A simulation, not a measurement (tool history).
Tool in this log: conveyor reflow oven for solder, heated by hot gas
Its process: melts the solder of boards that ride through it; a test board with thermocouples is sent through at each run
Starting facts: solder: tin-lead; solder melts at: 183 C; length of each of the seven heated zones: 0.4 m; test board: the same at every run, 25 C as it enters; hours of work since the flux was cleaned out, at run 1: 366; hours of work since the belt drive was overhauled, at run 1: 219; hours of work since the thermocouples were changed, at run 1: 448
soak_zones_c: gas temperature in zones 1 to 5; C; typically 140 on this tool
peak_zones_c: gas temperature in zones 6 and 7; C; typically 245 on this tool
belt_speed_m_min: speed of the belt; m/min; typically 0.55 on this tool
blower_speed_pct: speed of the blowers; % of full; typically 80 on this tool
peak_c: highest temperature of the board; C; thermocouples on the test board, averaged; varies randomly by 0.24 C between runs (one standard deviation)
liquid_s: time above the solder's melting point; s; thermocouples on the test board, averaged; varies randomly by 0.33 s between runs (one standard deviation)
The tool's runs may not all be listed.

run,hour,soak_zones_c,peak_zones_c,belt_speed_m_min,blower_speed_pct,hours of work since the flux was cleaned out,hours of work since the belt drive was overhauled,hours of work since the thermocouples were changed,peak_c,liquid_s
1,0,140,245,0.55,80,366,219,448,224.2,72.1
# hour 22.7: flux residue cleaned out of gas plates and filters
2,34.5,154,245,0.55,80,7,238,467,228.2,81.2
3,52.1,154,245,0.55,80,18,249,478,228.1,81.1
4,85.8,154,245,0.55,80,39,270,499,228.1,81.2
5,103.3,154,245,0.55,80,50,281,510,228.1,81.1
6,134.5,154,245,0.55,80,70,300,529,227.6,80.9
7,154.6,154,245,0.55,80,82,313,542,228.1,81.4
8,170.2,154,245,0.55,80,92,322,551,227.2,81.1
9,201.7,140,245,0.55,67,112,342,571,222.9,70.8
10,224.1,140,245,0.55,67,126,356,585,222.8,70.1
11,257.7,140,243,0.55,67,147,377,606,220.6,68.8
12,273.2,140,243,0.55,67,157,387,616,220.5,69.7
13,287.9,142,238,0.591,67,166,396,625,214,58.8
14,312.3,143,237,0.489,65,181,411,640,219.8,79
15,345.2,140,245,0.458,80,202,432,661,230.4,92.8
16,363.4,152,237,0.458,80,213,443,672,224.4,95
17,381.3,127,245,0.543,80,224,454,683,222.4,66.5
18,411.3,137,245,0.488,80,243,473,702,227.9,83.6
19,432.6,151,245,0.55,80,256,486,715,226.2,79.4
# hour 453.1: thermocouples of zones 6 and 7 changed
20,467.1,151,241,0.451,80,276,507,9,229.8,99
21,485.6,140,245,0.46,80,288,518,20,231.6,94.1
22,504.3,140,245,0.55,62,300,530,32,222.2,70.8

Alternative continuations, all from the tool just after run 22; predict every row:
A,518.7,140,245,0.576,80,309,539,41,?,?
B,518.7,140,240,0.55,62,309,539,41,?,?
C,518.7,140,245,0.571,62,309,539,41,?,?

run,peak_c,liquid_s
A,223.6,68.7
B,217.6,66.5
C,220.3,66.3
Stripped of hidden state, with their random variation kept, the same runs would have yielded:
run,peak_c,liquid_s
A,224.8,68.6
B,218.6,66.5
C,221.3,66.3

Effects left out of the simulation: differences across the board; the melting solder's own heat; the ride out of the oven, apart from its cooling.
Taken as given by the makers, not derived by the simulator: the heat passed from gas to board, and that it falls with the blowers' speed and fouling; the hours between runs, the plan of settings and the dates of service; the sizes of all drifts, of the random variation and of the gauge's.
